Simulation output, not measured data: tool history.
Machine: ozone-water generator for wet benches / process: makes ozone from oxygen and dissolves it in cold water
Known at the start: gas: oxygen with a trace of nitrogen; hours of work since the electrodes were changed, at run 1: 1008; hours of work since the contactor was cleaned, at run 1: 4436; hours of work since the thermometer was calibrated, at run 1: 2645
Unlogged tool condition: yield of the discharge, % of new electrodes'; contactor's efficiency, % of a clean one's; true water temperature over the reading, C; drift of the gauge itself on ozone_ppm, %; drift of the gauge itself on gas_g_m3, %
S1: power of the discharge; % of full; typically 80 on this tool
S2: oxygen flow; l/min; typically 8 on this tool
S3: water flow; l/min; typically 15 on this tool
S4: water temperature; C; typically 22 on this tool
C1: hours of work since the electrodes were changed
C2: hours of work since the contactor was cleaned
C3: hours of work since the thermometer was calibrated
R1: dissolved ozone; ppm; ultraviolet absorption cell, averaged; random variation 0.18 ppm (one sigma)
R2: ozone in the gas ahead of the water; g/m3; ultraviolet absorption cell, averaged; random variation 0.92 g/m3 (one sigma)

run,hour,S1,S2,S3,S4,C1,C2,C3,R1,R2
1,0,80,8,15,22,1008,4436,2645,22.3,149.6
2,31.6,80,8,15,22,1030,4458,2667,22.3,150.3
3,79.2,80,8,15,22,1064,4492,2701,22.5,148.1
4,123.7,80,8,15,22,1096,4524,2733,22.6,149.2
# hour 166.1: water thermometer calibrated
5,183.5,64,8,15,22,1139,4567,12,19.2,126.4
6,212.6,64,8,15,22,1160,4588,33,18.9,125.9
7,263.4,64,8,15,22,1196,4624,70,19.5,127.1
8,305,64,8,15,22,1226,4654,99,19.1,125.4
9,348.5,80,8,15,22,1257,4685,130,22.3,147.8
10,416.6,80,8,15,22,1305,4733,179,22.2,148.3
11,456.4,80,8,15,22,1334,4762,208,22.3,147.9
12,516.8,80,8,15,22,1377,4805,251,22.4,147.1
13,551.1,80,8,15,22,1402,4830,275,22.1,147
# hour 558.9: contactor cleaned
14,623.5,80,8,15,22,1450,46,324,22.1,148.2
# hour 685.1: contactor cleaned, once more
15,687.3,80,8,15,22,1493,2,367,22.9,145
16,737.4,80,8,15,22,1529,37,403,22.9,147.2
17,773.8,80,8,15,22,1555,63,429,22.5,146.9
18,811.5,80,8,15,22,1582,90,456,22.7,147.4
19,842.4,56,8,15,22,1604,112,478,17.6,113.9
20,878,98,8,15,16,1630,138,503,29.7,168.5
21,942.9,98,8,15,16,1676,184,550,29.3,168.1
22,975.4,78,8,21,25,1699,208,573,17.2,144.2
23,1003.8,78,6.24,21,25,1719,228,593,18,167.6
24,1033.5,78,6.24,21,25,1741,249,614,17.5,165.4
25,1077.9,89,8,17,26,1772,281,646,20.8,155.6
26,1142.1,94,5.3,22,18,1818,327,692,22.3,213.4
27,1190.3,94,5.3,22,18,1853,361,727,22,213.3
28,1251.3,94,5.3,22,18,1896,405,770,22.4,211.7
29,1296.7,94,5.3,22,18,1929,437,803,22.2,210.4
30,1348.2,80,8,14,22,1966,474,839,23.1,146.7
31,1393.2,80,8,14,22,1998,506,872,23.1,146.5
32,1423.9,80,8,14,22,2020,528,894,23.4,144.6

Some steps in R1, run to run, broken into two amounts with sign: the step expected even without the hidden condition (settings, incoming material, random variation), and the rest, left for the hidden condition together with whatever gauge scatter is not in both the measured and the hidden-condition-free result:
Run 14 -> 15: contactor cleaned, once more. R1 +0.8 ppm: hidden state +0.7, all else +0.1.
Run 18 -> 19: S1 80 -> 56. R1 -5.1 ppm: hidden state +0.5, all else -5.6.
Run 19 -> 20: S1 56 -> 98, S4 22 -> 16. R1 +12.1 ppm: hidden state -1.1, all else +13.2.
Run 21 -> 22: S1 98 -> 78, S3 15 -> 21, S4 16 -> 25. R1 -12.1 ppm: hidden state +0.9, all else -13.
